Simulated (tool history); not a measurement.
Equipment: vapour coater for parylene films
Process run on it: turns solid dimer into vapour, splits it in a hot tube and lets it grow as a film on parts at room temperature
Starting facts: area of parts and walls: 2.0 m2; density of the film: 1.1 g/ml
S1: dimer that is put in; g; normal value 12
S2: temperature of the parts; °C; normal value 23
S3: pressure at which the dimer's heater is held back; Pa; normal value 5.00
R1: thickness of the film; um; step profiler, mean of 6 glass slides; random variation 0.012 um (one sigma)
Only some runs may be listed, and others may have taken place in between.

run	hour	S1	S2	S3	R1
1	0.0	12	23	5.00	3.07
2	12.7	12	23	5.00	3.05
3	23.9	12	23	5.00	3.06
4	33.7	12	23	5.00	3.03
5	47.1	12	23	5.00	3.05
6	64.3	12	23	5.00	3.04
7	77.2	12	23	5.00	3.03
8	91.5	12	20	5.00	3.32
9	105.1	12	20	5.00	3.32
# hour 118.0: trap's valve overhauled
10	126.0	12	23	5.00	3.16
11	141.1	12	23	5.00	3.15
12	151.1	12	23	5.00	3.12
13	167.0	14	23	5.00	3.68
14	177.6	14	23	5.00	3.64
15	185.4	12	28	5.00	2.67
16	197.4	12	28	5.00	2.65
17	215.5	12	28	5.00	2.65
18	226.6	12	23	5.00	3.09
19	234.6	12	23	5.00	3.12
20	251.2	12	23	5.00	3.10
21	264.6	12	23	5.00	3.08
22	280.2	12	23	5.00	3.06
23	297.1	12	23	5.00	3.06
24	309.9	12	23	5.00	3.06
25	319.2	9	16	3.42	3.20
26	335.3	9	34	10.38	1.32
27	349.4	9	34	10.38	1.32
28	361.2	13	23	5.00	3.28
29	380.4	13	23	5.00	3.29
30	394.3	12	23	3.17	3.38
31	404.8	12	23	9.35	2.61
# hour 417.3: trap's valve overhauled
32	424.1	12	23	9.35	2.70
33	436.9	12	23	9.35	2.72
34	456.0	12	23	9.35	2.69
35	466.4	12	23	3.00	3.55
36	477.5	8	21	2.18	2.73
37	496.8	13	21	6.48	3.37
38	508.0	10	26	9.16	2.03
39	523.2	10	26	6.01	2.23
40	540.1	12	17	2.48	4.47
41	558.9	12	15	4.73	4.06
42	568.9	12	23	5.00	3.08
43	586.4	20	33	5.00	3.63
44	596.1	20	33	5.00	3.65
45	603.8	7	23	11.46	1.44
46	614.8	7	21	5.66	1.85
47	626.7	15	27	2.16	4.08
48	637.3	11	17	2.93	3.89

Results for each run, recomputed without the tool's hidden state and with each run's random variation untouched:
The hidden state here: vapour lost through the trap's worn valve, %; true temperature of the parts over the reading, C; drift of the gauge itself on film_um, %.
run	R1
1	3.21
2	3.20
3	3.22
4	3.19
5	3.22
6	3.22
7	3.22
8	3.54
9	3.54
10	3.20
11	3.20
12	3.18
13	3.75
14	3.72
15	2.73
16	2.71
17	2.72
18	3.19
19	3.22
20	3.21
21	3.20
22	3.19
23	3.19
24	3.20
25	3.35
26	1.39
27	1.39
28	3.46
29	3.48
30	3.59
31	2.77
32	2.75
33	2.78
34	2.76
35	3.65
36	2.81
37	3.48
38	2.11
39	2.31
40	4.66
41	4.24
42	3.22
43	3.81
44	3.84
45	1.52
46	1.95
47	4.31
48	4.12
